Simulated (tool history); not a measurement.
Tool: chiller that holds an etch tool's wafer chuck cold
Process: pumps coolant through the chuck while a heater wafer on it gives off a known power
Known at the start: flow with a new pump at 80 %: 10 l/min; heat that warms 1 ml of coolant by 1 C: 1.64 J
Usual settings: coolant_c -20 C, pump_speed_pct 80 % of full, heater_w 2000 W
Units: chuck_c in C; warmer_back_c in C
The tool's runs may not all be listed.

| run | hour | coolant_c | pump_speed_pct | heater_w | chuck_c | warmer_back_c |
|---|---|---|---|---|---|---|
| 1 | 0 | -20 | 80 | 2000 | 0.5 | 7.37 |
| 2 | 68.1 | -20 | 80 | 2000 | 0.5 | 7.34 |
| 3 | 149.6 | -20 | 80 | 2000 | 0.7 | 7.34 |
| 4 | 231.1 | -25 | 80 | 2000 | -4.2 | 7.38 |
| 5 | 352.9 | -25 | 80 | 2000 | -4.2 | 7.39 |
| 6 | 431.8 | -20 | 80 | 2000 | 1.1 | 7.46 |
| 7 | 529.3 | -20 | 80 | 2000 | 1.1 | 7.49 |
| 8 | 629 | -20 | 80 | 2000 | 1.1 | 7.39 |
| 9 | 733.9 | -20 | 80 | 2676 | 8.3 | 10.01 |
| 10 | 807.5 | -13 | 80 | 2676 | 15.5 | 9.97 |
| 11 | 856.8 | -13 | 80 | 2676 | 15.4 | 9.98 |
| 12 | 922.2 | -13 | 80 | 2676 | 15.6 | 10 |
|  | 932.5 | chiller's thermometer calibrated |
| 13 | 973.1 | -13 | 80 | 2676 | 15 | 9.91 |
| 14 | 1068.5 | -13 | 80 | 2676 | 15.2 | 9.95 |
| 15 | 1120.6 | -20 | 80 | 2000 | 1.2 | 7.48 |
| 16 | 1195.5 | -20 | 80 | 2000 | 1.1 | 7.45 |
| 17 | 1255.2 | -20 | 80 | 2000 | 1.1 | 7.45 |
| 18 | 1346 | -20 | 80 | 2314 | 4.6 | 8.68 |
| 19 | 1463.5 | -29 | 80 | 2625 | -0.8 | 9.84 |
| 20 | 1550.2 | -29 | 80 | 2625 | -0.6 | 9.81 |
| 21 | 1607.8 | -20 | 67 | 1052 | -6.7 | 4.69 |
| 22 | 1725.1 | -20 | 84 | 1148 | -7.9 | 4.16 |
| 23 | 1793.4 | -20 | 80 | 1729 | -1 | 6.55 |
| 24 | 1867.2 | -20 | 80 | 1729 | -1.2 | 6.49 |
| 25 | 1943 | -20 | 80 | 1729 | -1 | 6.52 |
| 26 | 2063.3 | -14 | 88 | 2459 | 11 | 8.44 |
| 27 | 2116.2 | -20 | 80 | 1289 | -5.6 | 4.92 |
| 28 | 2231.4 | -17 | 73 | 1499 | 1.4 | 6.2 |
| 29 | 2332.4 | -20 | 89 | 2000 | 0.6 | 6.8 |
| 30 | 2414.3 | -20 | 89 | 2000 | 0.8 | 6.85 |
| 31 | 2474.7 | -11 | 89 | 1188 | 1.5 | 4.05 |
| 32 | 2556.1 | -16 | 89 | 1188 | -3.4 | 4.06 |
| 33 | 2650.2 | -20 | 65 | 1646 | 2.6 | 7.69 |

Forecast each of these 3 alternatives for the next run:
| A | 2709.8 | -28 | 65 | 1227 | ? | ? |
| B | 2709.8 | -20 | 69 | 1646 | ? | ? |
| C | 2709.8 | -10 | 71 | 1646 | ? | ? |

| run | chuck_c | warmer_back_c |
|---|---|---|
| A | -11.1 | 5.75 |
| B | 1.6 | 7.32 |
| C | 11.2 | 7.04 |
Without the tool's hidden state the same runs would have given:
| run | chuck_c | warmer_back_c |
|---|---|---|
| A | -13.7 | 5.53 |
| B | -1.6 | 7.04 |
| C | 8 | 6.77 |
